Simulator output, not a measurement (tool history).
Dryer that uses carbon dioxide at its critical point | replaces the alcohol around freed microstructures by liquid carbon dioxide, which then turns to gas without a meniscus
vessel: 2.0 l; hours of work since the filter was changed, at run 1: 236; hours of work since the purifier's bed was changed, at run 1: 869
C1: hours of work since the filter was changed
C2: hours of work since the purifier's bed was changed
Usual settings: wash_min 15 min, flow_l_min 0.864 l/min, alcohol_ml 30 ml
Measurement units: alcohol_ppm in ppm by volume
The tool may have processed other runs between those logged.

run 1 hour=0.0 | wash_min=15 flow_l_min=0.864 alcohol_ml=30 | C1=236 C2=869 | alcohol_ppm=106
run 2 hour=20.8 | wash_min=15 flow_l_min=0.876 alcohol_ml=30 | C1=251 C2=885 | alcohol_ppm=117
run 3 hour=45.8 | wash_min=15 flow_l_min=0.876 alcohol_ml=30 | C1=270 C2=904 | alcohol_ppm=127
-- hour=69.4 inlet filter changed
run 4 hour=70.2 | wash_min=15 flow_l_min=0.876 alcohol_ml=30 | C1=1 C2=921 | alcohol_ppm=75
run 5 hour=91.2 | wash_min=15 flow_l_min=0.876 alcohol_ml=30 | C1=16 C2=937 | alcohol_ppm=75
run 6 hour=110.4 | wash_min=15 flow_l_min=0.876 alcohol_ml=30 | C1=31 C2=951 | alcohol_ppm=72
run 7 hour=128.9 | wash_min=14 flow_l_min=0.864 alcohol_ml=30 | C1=45 C2=965 | alcohol_ppm=92
run 8 hour=149.4 | wash_min=14 flow_l_min=0.864 alcohol_ml=30 | C1=60 C2=981 | alcohol_ppm=113
run 9 hour=164.2 | wash_min=15 flow_l_min=0.864 alcohol_ml=30 | C1=71 C2=992 | alcohol_ppm=85
run 10 hour=188.9 | wash_min=11 flow_l_min=0.864 alcohol_ml=30 | C1=90 C2=1010 | alcohol_ppm=273
run 11 hour=214.1 | wash_min=11 flow_l_min=0.864 alcohol_ml=30 | C1=109 C2=1029 | alcohol_ppm=272
run 12 hour=232.0 | wash_min=11 flow_l_min=0.864 alcohol_ml=30 | C1=122 C2=1043 | alcohol_ppm=285
run 13 hour=258.4 | wash_min=11 flow_l_min=0.864 alcohol_ml=30 | C1=142 C2=1063 | alcohol_ppm=294
run 14 hour=272.1 | wash_min=17 flow_l_min=0.918 alcohol_ml=45 | C1=152 C2=1073 | alcohol_ppm=79
run 15 hour=287.3 | wash_min=17 flow_l_min=0.918 alcohol_ml=45 | C1=164 C2=1084 | alcohol_ppm=76
run 16 hour=306.3 | wash_min=19 flow_l_min=0.588 alcohol_ml=25 | C1=178 C2=1099 | alcohol_ppm=146
run 17 hour=330.3 | wash_min=19 flow_l_min=0.588 alcohol_ml=25 | C1=196 C2=1117 | alcohol_ppm=159
run 18 hour=353.6 | wash_min=19 flow_l_min=0.588 alcohol_ml=101 | C1=214 C2=1134 | alcohol_ppm=524
run 19 hour=376.4 | wash_min=19 flow_l_min=0.588 alcohol_ml=101 | C1=231 C2=1151 | alcohol_ppm=546
run 20 hour=405.3 | wash_min=19 flow_l_min=0.836 alcohol_ml=101 | C1=252 C2=1173 | alcohol_ppm=129
run 21 hour=431.8 | wash_min=10 flow_l_min=0.869 alcohol_ml=26 | C1=272 C2=1193 | alcohol_ppm=463
-- hour=453.8 inlet filter changed
run 22 hour=462.5 | wash_min=19 flow_l_min=1.235 alcohol_ml=30 | C1=7 C2=1215 | alcohol_ppm=45
run 23 hour=488.2 | wash_min=19 flow_l_min=1.235 alcohol_ml=30 | C1=26 C2=1234 | alcohol_ppm=46
run 24 hour=505.9 | wash_min=19 flow_l_min=1.235 alcohol_ml=30 | C1=39 C2=1248 | alcohol_ppm=32
run 25 hour=518.4 | wash_min=19 flow_l_min=1.235 alcohol_ml=30 | C1=48 C2=1257 | alcohol_ppm=48

Alternative continuations, all from the tool just after run 25; predict every row:
run A hour=543.2 | wash_min=13 flow_l_min=1.009 alcohol_ml=23 | C1=67 C2=1276 | alcohol_ppm=?
run B hour=543.2 | wash_min=15 flow_l_min=0.864 alcohol_ml=116 | C1=67 C2=1276 | alcohol_ppm=?
run C hour=543.2 | wash_min=20 flow_l_min=0.637 alcohol_ml=20 | C1=67 C2=1276 | alcohol_ppm=?

run=A alcohol_ppm=74
run=B alcohol_ppm=228
run=C alcohol_ppm=81
Without the tool's unlogged condition, the same runs would have read:
run=A alcohol_ppm=26
run=B alcohol_ppm=150
run=C alcohol_ppm=33
